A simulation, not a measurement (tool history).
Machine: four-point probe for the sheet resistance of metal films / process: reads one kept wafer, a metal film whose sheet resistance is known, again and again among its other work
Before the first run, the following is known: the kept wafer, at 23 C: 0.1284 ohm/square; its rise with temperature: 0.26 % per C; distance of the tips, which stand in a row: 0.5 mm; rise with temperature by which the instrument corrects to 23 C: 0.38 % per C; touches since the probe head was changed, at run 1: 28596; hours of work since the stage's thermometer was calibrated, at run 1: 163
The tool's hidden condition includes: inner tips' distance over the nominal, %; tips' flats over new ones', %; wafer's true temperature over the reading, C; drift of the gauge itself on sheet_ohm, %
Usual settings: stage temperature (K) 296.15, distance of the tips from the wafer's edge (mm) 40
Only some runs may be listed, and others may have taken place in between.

run	day	stage temperature (K)	distance of the tips from the wafer's edge (mm)	touches since the probe head was changed	hours of work since the stage's thermometer was calibrated	sheet resistance as the instrument gives it (ohm/square)
1	0.000	296.15	40	28596	163	0.128697
2	2.138	296.15	40	29789	194	0.128654
3	3.279	296.15	40	30427	211	0.128645
4	4.792	306.15	40	31270	233	0.127202
5	6.325	306.15	40	32127	256	0.127187
6	8.100	296.15	40	33117	282	0.128669
7	10.104	296.15	40	34236	311	0.128628
8	11.329	300.15	40	34920	329	0.128006
9	13.346	300.15	40	36045	358	0.127958
10	14.758	300.15	40	36834	379	0.128036
11	15.812	291.15	10	37422	394	0.129611
12	16.979	291.15	10	38074	411	0.129563
13	18.388	293.15	8	38859	432	0.129370
14	19.925	307.15	45	39717	454	0.126978
15	21.217	303.15	18	40438	473	0.127618
16	22.921	304.15	5	41389	498	0.128120
17	24.754	291.15	9	42414	525	0.129571

Alternative continuations, all from the tool just after run 17; predict every row:
A	26.575	291.15	42	43429	551	?
B	26.575	299.15	5	43429	551	?
C	26.575	294.15	13	43429	551	?
D	26.575	301.15	5	43429	551	?
E	26.575	294.15	31	43429	551	?

run	sheet resistance as the instrument gives it (ohm/square)
A	0.129331
B	0.128843
C	0.128960
D	0.128575
E	0.128893
Take away the tool's hidden state, keep each run's random variation, and the runs would have read:
run	sheet resistance as the instrument gives it (ohm/square)
A	0.129147
B	0.128660
C	0.128776
D	0.128393
E	0.128710

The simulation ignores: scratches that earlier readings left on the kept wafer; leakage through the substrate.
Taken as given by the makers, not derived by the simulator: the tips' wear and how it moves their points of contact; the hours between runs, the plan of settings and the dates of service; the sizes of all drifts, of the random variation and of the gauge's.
